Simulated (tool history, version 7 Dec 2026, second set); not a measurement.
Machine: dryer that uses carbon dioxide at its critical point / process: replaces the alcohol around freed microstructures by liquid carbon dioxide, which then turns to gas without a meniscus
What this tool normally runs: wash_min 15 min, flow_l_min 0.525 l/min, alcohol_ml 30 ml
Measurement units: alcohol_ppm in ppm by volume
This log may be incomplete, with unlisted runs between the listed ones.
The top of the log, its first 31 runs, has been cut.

-- hour=1799.7 inlet filter changed
run 32 hour=1820.5 | wash_min=19 flow_l_min=0.579 alcohol_ml=31 | alcohol_ppm=37
run 33 hour=1893.5 | wash_min=15 flow_l_min=0.525 alcohol_ml=26 | alcohol_ppm=101
run 34 hour=1940.1 | wash_min=15 flow_l_min=0.394 alcohol_ml=30 | alcohol_ppm=440
run 35 hour=1978.4 | wash_min=15 flow_l_min=0.525 alcohol_ml=53 | alcohol_ppm=225
run 36 hour=2024.2 | wash_min=11 flow_l_min=0.353 alcohol_ml=30 | alcohol_ppm=2042
-- hour=2032 inlet filter changed
run 37 hour=2079.9 | wash_min=11 flow_l_min=0.353 alcohol_ml=30 | alcohol_ppm=1562
run 38 hour=2140.9 | wash_min=11 flow_l_min=0.353 alcohol_ml=30 | alcohol_ppm=1787
run 39 hour=2180.8 | wash_min=18 flow_l_min=0.666 alcohol_ml=30 | alcohol_ppm=51

Consider 3 possible next runs. They are alternatives, not a sequence: every one starts from the tool as it was left by run 39. What does each give?
run A hour=2244.8 | wash_min=11 flow_l_min=0.742 alcohol_ml=83 | alcohol_ppm=?
run B hour=2244.8 | wash_min=11 flow_l_min=0.422 alcohol_ml=44 | alcohol_ppm=?
run C hour=2244.8 | wash_min=15 flow_l_min=0.614 alcohol_ml=24 | alcohol_ppm=?

run=A alcohol_ppm=318
run=B alcohol_ppm=1751
run=C alcohol_ppm=90
With the hidden condition removed and each run's random variation left untouched, the same runs would have given:
run=A alcohol_ppm=143
run=B alcohol_ppm=1189
run=C alcohol_ppm=18
